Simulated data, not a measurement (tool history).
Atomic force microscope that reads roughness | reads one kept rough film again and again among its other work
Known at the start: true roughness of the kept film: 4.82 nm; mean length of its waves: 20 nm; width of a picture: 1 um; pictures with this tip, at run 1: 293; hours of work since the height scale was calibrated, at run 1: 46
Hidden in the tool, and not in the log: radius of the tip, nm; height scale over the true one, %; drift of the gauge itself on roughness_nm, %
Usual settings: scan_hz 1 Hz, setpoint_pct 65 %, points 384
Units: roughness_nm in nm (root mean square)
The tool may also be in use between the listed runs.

run   hour  scan_hz  setpoint_pct  points  pictures with this tip  hours of work since the height scale was calibrated  roughness_nm
  1      0        1            65     384                     293                                                   46         2.677
  2    8.8        1            65     478                     301                                                   51         2.665
  3   16.3        1            65     478                     308                                                   55         2.666
  4   22.9        1            65     478                     314                                                   59         2.646
      31.3  -- new tip fitted
  5   31.3        1            83     478                       0                                                   64         3.293
  6   37.9        1            65     448                       6                                                   67         3.407
  7   46.9        1            65     384                      15                                                   73         3.353
  8   53.6        1            65     384                      21                                                   76         3.319
  9   57.6        1            65     384                      25                                                   79         3.351
 10   65.3        1            79     384                      32                                                   83         3.226
 11   74.7        1            79     384                      41                                                   88         3.176
      76.5  -- height scale calibrated on a step standard
 12   81.6        1            79     384                      46                                                    3         3.186
 13   88.3        1            65     384                      53                                                    7         3.256
 14   92.9        1            65     384                      57                                                    9          3.24
      96.8  -- height scale calibrated on a step standard, once more
 15  101.2        1            65     384                      64                                                    3         3.195
 16  107.1        1            59     384                      69                                                    6         3.227
 17  112.6        1            59     384                      75                                                    9         3.238
 18  119.8        1            59     384                      81                                                   13         3.207
 19  123.7     0.81            65     292                      85                                                   15         3.147
 20  130.6     0.81            65     292                      92                                                   19         3.112
 21  138.9     0.75            79     384                      99                                                   24          3.05
 22    146     3.82            65     575                     106                                                   28         2.883
 23  151.5     3.82            65     575                     111                                                   31         2.889
 24  158.2     0.56            65     304                     118                                                   35         3.053
 25  167.6     0.56            65     304                     126                                                   41         3.018
 26  174.2     1.57            74     304                     133                                                   44         2.853
 27  182.1     1.93            62     396                     140                                                   49         2.939
 28  191.1     1.36            65     522                     149                                                   54         2.969
 29  199.3     1.38            66     502                     156                                                   59         2.928
 30  205.4     1.38            66     502                     162                                                   62         2.927
 31  210.3     0.57            65     394                     167                                                   65         2.994
 32  214.8     0.64            81     695                     171                                                   68         2.918
 33  221.1     0.64            81     274                     177                                                   71         2.798
 34  226.2     3.81            77     526                     182                                                   74         2.496

The same runs without the tool's hidden state, with the same run-to-run variation:
run  roughness_nm
  1         3.462
  2         3.466
  3         3.485
  4         3.474
  5          3.33
  6         3.468
  7          3.44
  8         3.425
  9         3.472
 10          3.36
 11         3.335
 12         3.359
 13         3.453
 14         3.449
 15         3.432
 16         3.483
 17         3.512
 18         3.496
 19         3.443
 20         3.425
 21         3.379
 22         3.216
 23         3.238
 24         3.445
 25         3.431
 26         3.262
 27         3.381
 28         3.442
 29         3.417
 30         3.428
 31         3.522
 32         3.443
 33          3.32
 34         2.971
